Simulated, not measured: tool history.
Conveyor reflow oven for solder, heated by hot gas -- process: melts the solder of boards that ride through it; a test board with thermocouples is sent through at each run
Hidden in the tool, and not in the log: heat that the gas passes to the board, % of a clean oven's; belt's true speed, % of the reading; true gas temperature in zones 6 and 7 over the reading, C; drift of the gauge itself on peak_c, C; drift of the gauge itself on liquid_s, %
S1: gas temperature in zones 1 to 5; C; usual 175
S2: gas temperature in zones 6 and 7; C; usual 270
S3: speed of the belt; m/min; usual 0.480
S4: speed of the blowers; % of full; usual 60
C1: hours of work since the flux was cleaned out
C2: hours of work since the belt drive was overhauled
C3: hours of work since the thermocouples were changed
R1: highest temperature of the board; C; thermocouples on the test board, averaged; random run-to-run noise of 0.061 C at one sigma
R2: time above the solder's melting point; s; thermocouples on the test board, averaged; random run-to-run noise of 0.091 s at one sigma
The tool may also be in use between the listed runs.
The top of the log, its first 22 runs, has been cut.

{"run": 23, "hour": 1398.0, "S1": 175, "S2": 270, "S3": 0.518, "S4": 81, "C1": 57, "C2": 826, "C3": 405, "R1": 259.83, "R2": 58.32}
{"run": 24, "hour": 1476.4, "S1": 177, "S2": 270, "S3": 0.388, "S4": 60, "C1": 98, "C2": 867, "C3": 446, "R1": 263.68, "R2": 82.29}
{"run": 25, "hour": 1548.5, "S1": 177, "S2": 276, "S3": 0.481, "S4": 60, "C1": 136, "C2": 905, "C3": 485, "R1": 264.05, "R2": 65.42}
{"run": 26, "hour": 1596.0, "S1": 177, "S2": 276, "S3": 0.481, "S4": 60, "C1": 162, "C2": 930, "C3": 510, "R1": 263.73, "R2": 65.3}
{"hour": 1629.1, "done": "flux residue cleaned out of gas plates and filters"}
{"hour": 1678.4, "done": "thermocouples of zones 6 and 7 changed"}
{"run": 27, "hour": 1686.3, "S1": 177, "S2": 276, "S3": 0.481, "S4": 60, "C1": 29, "C2": 974, "C3": 4, "R1": 263.96, "R2": 65.7}
{"run": 28, "hour": 1738.7, "S1": 175, "S2": 271, "S3": 0.407, "S4": 76, "C1": 57, "C2": 1002, "C3": 32, "R1": 265.04, "R2": 79.02}
{"run": 29, "hour": 1786.8, "S1": 175, "S2": 271, "S3": 0.407, "S4": 76, "C1": 82, "C2": 1028, "C3": 57, "R1": 265.01, "R2": 78.67}
{"run": 30, "hour": 1862.6, "S1": 165, "S2": 283, "S3": 0.386, "S4": 78, "C1": 123, "C2": 1068, "C3": 98, "R1": 277.14, "R2": 85.74}

Here are 4 independent what-if runs from the current tool condition. What would each one return?
{"run": "A", "hour": 1942.2, "S1": 176, "S2": 265, "S3": 0.431, "S4": 60, "C1": 165, "C2": 1110, "C3": 140, "R1": "?", "R2": "?"}
{"run": "B", "hour": 1942.2, "S1": 175, "S2": 270, "S3": 0.48, "S4": 65, "C1": 165, "C2": 1110, "C3": 140, "R1": "?", "R2": "?"}
{"run": "C", "hour": 1942.2, "S1": 175, "S2": 270, "S3": 0.48, "S4": 88, "C1": 165, "C2": 1110, "C3": 140, "R1": "?", "R2": "?"}
{"run": "D", "hour": 1942.2, "S1": 171, "S2": 274, "S3": 0.492, "S4": 78, "C1": 165, "C2": 1110, "C3": 140, "R1": "?", "R2": "?"}

run=A R1=256.15 R2=69.16
run=B R1=258.75 R2=62.46
run=C R1=261.88 R2=64.92
run=D R1=263.40 R2=62.26
Without the tool's hidden state the same runs would have given:
run=A R1=255.79 R2=67.95
run=B R1=258.49 R2=61.42
run=C R1=261.71 R2=63.94
run=D R1=263.26 R2=61.30

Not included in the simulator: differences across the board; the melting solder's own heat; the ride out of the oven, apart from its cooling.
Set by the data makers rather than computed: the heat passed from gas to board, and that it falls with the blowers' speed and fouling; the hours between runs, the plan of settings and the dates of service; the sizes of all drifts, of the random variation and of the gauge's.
